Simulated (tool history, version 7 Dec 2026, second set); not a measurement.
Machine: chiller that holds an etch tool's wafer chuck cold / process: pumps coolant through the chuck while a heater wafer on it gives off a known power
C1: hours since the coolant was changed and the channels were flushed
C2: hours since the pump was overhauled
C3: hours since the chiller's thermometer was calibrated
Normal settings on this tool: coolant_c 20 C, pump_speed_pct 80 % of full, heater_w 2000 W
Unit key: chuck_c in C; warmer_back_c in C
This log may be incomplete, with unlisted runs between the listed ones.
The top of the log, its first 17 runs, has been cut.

run 18 hour=1851.0 | coolant_c=20 pump_speed_pct=80 heater_w=2028 | C1=132 C2=7491 C3=181 | chuck_c=39.2 warmer_back_c=4.71
run 19 hour=1973.1 | coolant_c=20 pump_speed_pct=80 heater_w=2028 | C1=254 C2=7613 C3=303 | chuck_c=38.9 warmer_back_c=4.76
run 20 hour=2065.1 | coolant_c=20 pump_speed_pct=80 heater_w=2028 | C1=346 C2=7705 C3=396 | chuck_c=39.1 warmer_back_c=4.83
run 21 hour=2175.3 | coolant_c=20 pump_speed_pct=80 heater_w=2028 | C1=456 C2=7815 C3=506 | chuck_c=39.2 warmer_back_c=4.73
run 22 hour=2319.4 | coolant_c=17 pump_speed_pct=69 heater_w=2000 | C1=600 C2=7959 C3=650 | chuck_c=38.1 warmer_back_c=5.47
run 23 hour=2405.8 | coolant_c=17 pump_speed_pct=69 heater_w=2000 | C1=687 C2=8046 C3=736 | chuck_c=38.0 warmer_back_c=5.43
run 24 hour=2549.0 | coolant_c=17 pump_speed_pct=88 heater_w=1256 | C1=830 C2=8189 C3=879 | chuck_c=28.2 warmer_back_c=2.95
-- hour=2633.6 gauge calibrated
run 25 hour=2660.6 | coolant_c=20 pump_speed_pct=98 heater_w=1479 | C1=941 C2=8300 C3=991 | chuck_c=32.1 warmer_back_c=2.69
run 26 hour=2803.4 | coolant_c=20 pump_speed_pct=98 heater_w=1479 | C1=1084 C2=8443 C3=1134 | chuck_c=32.0 warmer_back_c=2.71
run 27 hour=2888.3 | coolant_c=20 pump_speed_pct=98 heater_w=1479 | C1=1169 C2=8528 C3=1219 | chuck_c=32.0 warmer_back_c=2.72
run 28 hour=3037.3 | coolant_c=20 pump_speed_pct=98 heater_w=1479 | C1=1318 C2=8677 C3=1368 | chuck_c=31.9 warmer_back_c=2.73
run 29 hour=3111.2 | coolant_c=22 pump_speed_pct=94 heater_w=2177 | C1=1392 C2=8751 C3=1442 | chuck_c=40.1 warmer_back_c=4.16
run 30 hour=3208.0 | coolant_c=22 pump_speed_pct=94 heater_w=2177 | C1=1489 C2=8848 C3=1538 | chuck_c=40.3 warmer_back_c=4.22
run 31 hour=3277.3 | coolant_c=22 pump_speed_pct=94 heater_w=2177 | C1=1558 C2=8917 C3=1608 | chuck_c=40.2 warmer_back_c=4.24

What if the next run were any one of these 3? Each begins from the tool's condition after run 31:
run A hour=3421.8 | coolant_c=26 pump_speed_pct=93 heater_w=1518 | C1=1703 C2=9062 C3=1752 | chuck_c=? warmer_back_c=?
run B hour=3421.8 | coolant_c=28 pump_speed_pct=78 heater_w=1296 | C1=1703 C2=9062 C3=1752 | chuck_c=? warmer_back_c=?
run C hour=3421.8 | coolant_c=27 pump_speed_pct=80 heater_w=2639 | C1=1703 C2=9062 C3=1752 | chuck_c=? warmer_back_c=?

run=A chuck_c=38.9 warmer_back_c=2.97
run=B chuck_c=40.5 warmer_back_c=3.01
run=C chuck_c=52.1 warmer_back_c=5.98
Without the tool's hidden state the same runs would have given:
run=A chuck_c=38.9 warmer_back_c=2.85
run=B chuck_c=40.5 warmer_back_c=2.89
run=C chuck_c=52.1 warmer_back_c=5.85

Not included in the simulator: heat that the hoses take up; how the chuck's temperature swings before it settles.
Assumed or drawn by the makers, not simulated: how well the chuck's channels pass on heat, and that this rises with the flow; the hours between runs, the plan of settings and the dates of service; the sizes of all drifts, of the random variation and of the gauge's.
